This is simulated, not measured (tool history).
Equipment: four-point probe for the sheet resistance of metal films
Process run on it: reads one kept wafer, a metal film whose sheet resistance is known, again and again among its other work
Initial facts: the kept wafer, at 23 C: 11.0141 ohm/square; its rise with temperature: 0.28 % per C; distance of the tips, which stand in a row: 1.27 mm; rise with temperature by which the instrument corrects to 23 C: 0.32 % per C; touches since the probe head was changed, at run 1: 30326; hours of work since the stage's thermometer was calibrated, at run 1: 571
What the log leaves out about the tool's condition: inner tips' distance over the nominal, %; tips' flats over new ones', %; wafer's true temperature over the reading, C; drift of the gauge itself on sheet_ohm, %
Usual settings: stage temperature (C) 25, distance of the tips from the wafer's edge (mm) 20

run,hour,stage temperature (C),distance of the tips from the wafer's edge (mm),touches since the probe head was changed,hours of work since the stage's thermometer was calibrated,sheet resistance as the instrument gives it (ohm/square)
1,0,25,20,30326,571,11.071954
2,27,25,9,31825,588,11.166373
3,65.1,25,9,33940,611,11.170959
4,100.1,19,20,35882,633,11.107594
5,128.3,21,20,37444,650,11.094241
6,150.9,21,20,38695,664,11.099135
7,186.7,19,20,40684,686,11.10421
8,221.8,25,20,42630,708,11.085353
9,259.9,25,20,44747,731,11.086719
10,296.7,25,20,46786,754,11.088227
11,327,19,20,48465,772,11.112085
12,361,19,20,50355,793,11.113377
13,390.8,19,20,52010,812,11.113824
14,414.3,19,20,53309,826,11.117044
15,447,19,20,55124,846,11.121157
16,485.5,19,20,57260,870,11.117512
17,512.1,32,8,58737,887,11.193056
18,550.3,32,8,60858,910,11.186402
19,571.8,31,37,62049,923,11.053645
20,602,19,11,63727,942,11.176848
21,632.3,19,11,65407,961,11.180862
22,652.9,19,3,66549,973,12.071263
23,668.8,25,6,67429,983,11.338055
24,703.4,25,6,69350,1005,11.340149
25,742.1,34,16,71495,1028,11.08311
26,767.6,31,4,72915,1044,11.623861

Some steps in sheet resistance as the instrument gives it (ohm/square) between neighbouring runs. How much of each would the tool show without its hidden state too (settings, what came in, random variation), and how much is left for the hidden state, with any gauge scatter that isn't in both results?
Run 21 -> 22: distance of the tips from the wafer's edge (mm) 11 -> 3. sheet resistance as the instrument gives it (ohm/square) +0.890401: hidden state +0.00585, all else +0.884551.
Run 22 -> 23: stage temperature (C) 19 -> 25, distance of the tips from the wafer's edge (mm) 3 -> 6. sheet resistance as the instrument gives it (ohm/square) -0.733208: hidden state -0.003399, all else -0.729809.
Run 25 -> 26: stage temperature (C) 34 -> 31, distance of the tips from the wafer's edge (mm) 16 -> 4. sheet resistance as the instrument gives it (ohm/square) +0.540751: hidden state +0.004209, all else +0.536542.

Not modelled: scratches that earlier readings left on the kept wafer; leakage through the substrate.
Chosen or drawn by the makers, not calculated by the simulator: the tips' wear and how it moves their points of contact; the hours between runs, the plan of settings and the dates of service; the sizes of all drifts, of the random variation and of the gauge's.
